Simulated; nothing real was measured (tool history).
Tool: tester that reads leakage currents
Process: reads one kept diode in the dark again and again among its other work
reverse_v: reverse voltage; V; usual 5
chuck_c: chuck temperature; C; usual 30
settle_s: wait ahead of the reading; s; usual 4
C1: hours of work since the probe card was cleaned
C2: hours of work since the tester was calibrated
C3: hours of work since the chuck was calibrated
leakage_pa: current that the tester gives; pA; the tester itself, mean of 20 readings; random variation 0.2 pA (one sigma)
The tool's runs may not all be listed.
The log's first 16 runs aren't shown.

Run 17, hour 385.7: usual settings but chuck_c 23 C; C1 353; C2 1128; C3 542. Result: leakage_pa 41.61 pA.
Run 18, hour 415.9: usual settings but chuck_c 23 C; C1 372; C2 1147; C3 561. Result: leakage_pa 41.86 pA.
Run 19, hour 439.3: usual settings but chuck_c 51 C; C1 387; C2 1162; C3 576. Result: leakage_pa 321.38 pA.
Run 20, hour 463.9: usual settings but chuck_c 51 C; C1 403; C2 1178; C3 592. Result: leakage_pa 324.29 pA.
Run 21, hour 496.7: usual settings but chuck_c 51 C; C1 423; C2 1199; C3 613. Result: leakage_pa 324.36 pA.
Run 22, hour 530.9: usual settings but chuck_c 28 C; C1 445; C2 1220; C3 634. Result: leakage_pa 61.92 pA.
Run 23, hour 555.8: usual settings but reverse_v 7.03 V, chuck_c 41 C, settle_s 8.82 s; C1 461; C2 1236; C3 650. Result: leakage_pa 181.92 pA.
Run 24, hour 585.9: usual settings but reverse_v 7.03 V, chuck_c 41 C, settle_s 8.82 s; C1 480; C2 1255; C3 670. Result: leakage_pa 182.61 pA.
Run 25, hour 609.1: usual settings but reverse_v 4.12 V, chuck_c 46 C, settle_s 1.77 s; C1 495; C2 1270; C3 684. Result: leakage_pa 217.88 pA.
Run 26, hour 641.3: usual settings but reverse_v 4.12 V, chuck_c 46 C, settle_s 1.77 s; C1 516; C2 1291; C3 705. Result: leakage_pa 217.94 pA.
Run 27, hour 673.2: usual settings but reverse_v 4.12 V, chuck_c 38 C, settle_s 6.56 s; C1 536; C2 1311; C3 725. Result: leakage_pa 123.29 pA.
Run 28, hour 699.6: usual settings but reverse_v 4.12 V, chuck_c 38 C, settle_s 6.56 s; C1 553; C2 1328; C3 742. Result: leakage_pa 123.16 pA.
Run 29, hour 733.2: usual settings but reverse_v 1.55 V, chuck_c 38 C, settle_s 6.56 s; C1 574; C2 1349; C3 763. Result: leakage_pa 87.58 pA.
Run 30, hour 754.1: usual settings but reverse_v 1.95 V, chuck_c 29 C, settle_s 2.56 s; C1 588; C2 1363; C3 777. Result: leakage_pa 48.75 pA.
Run 31, hour 771.3: usual settings but reverse_v 1.95 V, chuck_c 31 C, settle_s 2.56 s; C1 598; C2 1374; C3 788. Result: leakage_pa 56.38 pA.
Run 32, hour 798.9: usual settings but reverse_v 1.95 V, chuck_c 31 C, settle_s 2.56 s; C1 616; C2 1391; C3 805. Result: leakage_pa 56.73 pA.
Run 33, hour 820.1: usual settings but reverse_v 1.95 V, chuck_c 31 C, settle_s 2.56 s; C1 630; C2 1405; C3 819. Result: leakage_pa 57.1 pA.
Run 34, hour 842.2: usual settings but reverse_v 1.95 V, chuck_c 31 C, settle_s 2.56 s; C1 644; C2 1419; C3 833. Result: leakage_pa 57.11 pA.
Run 35, hour 862.6: usual settings but reverse_v 1.04 V, chuck_c 21 C, settle_s 8.6 s; C1 657; C2 1432; C3 846. Result: leakage_pa 21 pA.
Run 36, hour 877.2: usual settings but reverse_v 1.04 V, chuck_c 21 C, settle_s 8.6 s; C1 666; C2 1441; C3 855. Result: leakage_pa 20.93 pA.
Run 37, hour 905.6: usual settings but reverse_v 1.04 V, chuck_c 21 C, settle_s 8.6 s; C1 684; C2 1459; C3 873. Result: leakage_pa 21 pA.
Run 38, hour 933.7: usual settings but settle_s 0.42 s; C1 702; C2 1477; C3 891. Result: leakage_pa 78.4 pA.
Run 39, hour 969.5: usual settings but reverse_v 13.11 V, chuck_c 46 C; C1 725; C2 1500; C3 914. Result: leakage_pa 339.96 pA.
Run 40, hour 1000.4: usual settings but reverse_v 2.91 V, chuck_c 33 C, settle_s 0.35 s; C1 745; C2 1520; C3 934. Result: leakage_pa 79.47 pA.
Run 41, hour 1030.6: usual settings but reverse_v 2.91 V, chuck_c 33 C, settle_s 0.35 s; C1 764; C2 1539; C3 953. Result: leakage_pa 79.75 pA.

3 ways to go on from here, each from the tool as it stands after run 41. What would each give?
Run A, hour 1062.1: usual settings but reverse_v 9.87 V, chuck_c 52 C; C1 784; C2 1559; C3 973. Result: leakage_pa ?.
Run B, hour 1062.1: usual settings but settle_s 1.77 s; C1 784; C2 1559; C3 973. Result: leakage_pa ?.
Run C, hour 1062.1: usual settings but reverse_v 1.57 V, chuck_c 28 C, settle_s 1.78 s; C1 784; C2 1559; C3 973. Result: leakage_pa ?.

run  leakage_pa
  A      460.16
  B       77.59
  C          43
Without the tool's hidden state the same runs would have given:
run  leakage_pa
  A      407.11
  B       63.06
  C       36.57

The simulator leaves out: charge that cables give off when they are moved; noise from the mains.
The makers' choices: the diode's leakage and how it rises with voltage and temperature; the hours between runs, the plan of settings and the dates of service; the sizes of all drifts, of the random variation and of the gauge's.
